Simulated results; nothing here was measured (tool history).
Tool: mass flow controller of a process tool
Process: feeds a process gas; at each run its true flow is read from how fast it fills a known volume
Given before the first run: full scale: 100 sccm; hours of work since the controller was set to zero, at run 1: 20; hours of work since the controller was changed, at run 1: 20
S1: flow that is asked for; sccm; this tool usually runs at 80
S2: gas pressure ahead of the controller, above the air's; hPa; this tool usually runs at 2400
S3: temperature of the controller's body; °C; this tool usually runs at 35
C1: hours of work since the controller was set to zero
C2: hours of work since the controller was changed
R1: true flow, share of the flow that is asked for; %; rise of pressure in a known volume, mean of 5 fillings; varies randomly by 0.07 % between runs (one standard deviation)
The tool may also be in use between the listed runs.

run 1 day=0.000 | S1=80 S2=2400 S3=35 | C1=20 C2=20 | R1=99.22
run 2 day=9.058 | S1=80 S2=2400 S3=35 | C1=185 C2=185 | R1=99.13
run 3 day=19.096 | S1=80 S2=2030 S3=35 | C1=369 C2=369 | R1=98.82
run 4 day=23.504 | S1=80 S2=2030 S3=39 | C1=449 C2=449 | R1=98.64
run 5 day=32.112 | S1=80 S2=2400 S3=35 | C1=606 C2=606 | R1=99.16
run 6 day=40.867 | S1=80 S2=2400 S3=35 | C1=766 C2=766 | R1=99.12
run 7 day=49.246 | S1=80 S2=2400 S3=30 | C1=919 C2=919 | R1=99.44
run 8 day=56.333 | S1=16 S2=2680 S3=21 | C1=1048 C2=1048 | R1=97.78
run 9 day=66.275 | S1=29 S2=1990 S3=21 | C1=1229 C2=1229 | R1=98.05
run 10 day=71.888 | S1=42 S2=1570 S3=31 | C1=1332 C2=1332 | R1=97.68
run 11 day=82.004 | S1=42 S2=1570 S3=31 | C1=1516 C2=1516 | R1=97.54
run 12 day=89.171 | S1=42 S2=1910 S3=31 | C1=1647 C2=1647 | R1=97.66

Results for each run, recomputed without the tool's hidden state and with each run's random variation untouched:
What the log doesn't record here: flow at rest that the sensor doesn't see, % of full scale; true flow over the shown one, %; drift of the gauge itself on true_pct, %.
run=1 R1=99.26
run=2 R1=99.16
run=3 R1=98.84
run=4 R1=98.67
run=5 R1=99.18
run=6 R1=99.14
run=7 R1=99.45
run=8 R1=98.39
run=9 R1=98.36
run=10 R1=97.85
run=11 R1=97.73
run=12 R1=97.87
